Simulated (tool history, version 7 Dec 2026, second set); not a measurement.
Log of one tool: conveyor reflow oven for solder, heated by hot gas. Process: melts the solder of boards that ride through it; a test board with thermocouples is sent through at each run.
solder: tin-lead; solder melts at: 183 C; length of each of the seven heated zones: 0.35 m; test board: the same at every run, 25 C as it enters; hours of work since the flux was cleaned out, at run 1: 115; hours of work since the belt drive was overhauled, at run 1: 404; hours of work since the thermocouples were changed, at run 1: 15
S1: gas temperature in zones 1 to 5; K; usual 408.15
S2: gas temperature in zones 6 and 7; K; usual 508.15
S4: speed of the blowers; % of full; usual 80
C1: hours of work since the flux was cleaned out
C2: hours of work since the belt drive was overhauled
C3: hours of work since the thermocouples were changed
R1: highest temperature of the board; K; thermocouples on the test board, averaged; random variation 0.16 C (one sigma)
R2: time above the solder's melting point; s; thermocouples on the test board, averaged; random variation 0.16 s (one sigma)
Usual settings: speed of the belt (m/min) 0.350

Run 1, hour 0.0: usual settings; C1 115; C2 404; C3 15. Result: R1 498.15 K, R2 98.9 s.
Run 2, hour 49.6: usual settings; C1 150; C2 439; C3 50. Result: R1 498.35 K, R2 98.9 s.
At hour 96.9: flux residue cleaned out of gas plates and filters.
Run 3, hour 116.2: usual settings; C1 14; C2 483; C3 93. Result: R1 498.35 K, R2 98.9 s.
Run 4, hour 187.7: usual settings but S2 519.15 K; C1 64; C2 534; C3 144. Result: R1 508.65 K, R2 107.2 s.
Run 5, hour 242.7: usual settings but S1 404.15 K; C1 103; C2 573; C3 183. Result: R1 497.75 K, R2 96.7 s.
Run 6, hour 296.4: usual settings but S1 404.15 K, speed of the belt (m/min) 0.394; C1 141; C2 611; C3 221. Result: R1 494.65 K, R2 82.1 s.
At hour 354.7: flux residue cleaned out of gas plates and filters.
Run 7, hour 371.7: usual settings but S2 502.15 K, S4 75 % of full; C1 12; C2 661; C3 271. Result: R1 491.75 K, R2 92.4 s.
Run 8, hour 445.8: usual settings but S2 502.15 K, S4 75 % of full; C1 65; C2 713; C3 323. Result: R1 491.75 K, R2 92.3 s.
At hour 468.8: belt drive overhauled, speed set with a stopwatch.
Run 9, hour 483.0: usual settings but S2 502.15 K, S4 75 % of full; C1 88; C2 10; C3 347. Result: R1 491.85 K, R2 92.4 s.
Run 10, hour 523.6: usual settings but S2 502.15 K, S4 75 % of full; C1 117; C2 39; C3 376. Result: R1 491.85 K, R2 92.4 s.
Run 11, hour 574.1: usual settings but S1 418.15 K, S2 506.15 K, speed of the belt (m/min) 0.288, S4 81 % of full; C1 153; C2 75; C3 411. Result: R1 501.05 K, R2 130.7 s.

3 ways to go on from here, each from the tool as it stands after run 11. What would each give?
At hour 617.0: flux residue cleaned out of gas plates and filters.
Run A, hour 627.9: usual settings but S1 418.15 K, S2 506.15 K, speed of the belt (m/min) 0.288, S4 65 % of full; C1 8; C2 109; C3 446. Result: R1 ?, R2 ?.
At hour 617.0: flux residue cleaned out of gas plates and filters.
Run B, hour 627.9: usual settings but S2 509.15 K, speed of the belt (m/min) 0.354, S4 51 % of full; C1 8; C2 109; C3 446. Result: R1 ?, R2 ?.
At hour 617.0: flux residue cleaned out of gas plates and filters.
Run C, hour 627.9: usual settings but S1 418.15 K, S2 520.15 K, speed of the belt (m/min) 0.400, S4 81 % of full; C1 8; C2 109; C3 446. Result: R1 ?, R2 ?.

run      R1     R2
  A  498.85  128.1
  B  491.75   88.7
  C  506.95   96.8
Without the tool's hidden state the same runs would have given:
run      R1     R2
  A  498.85  128.1
  B  491.75   88.7
  C  506.95   96.8
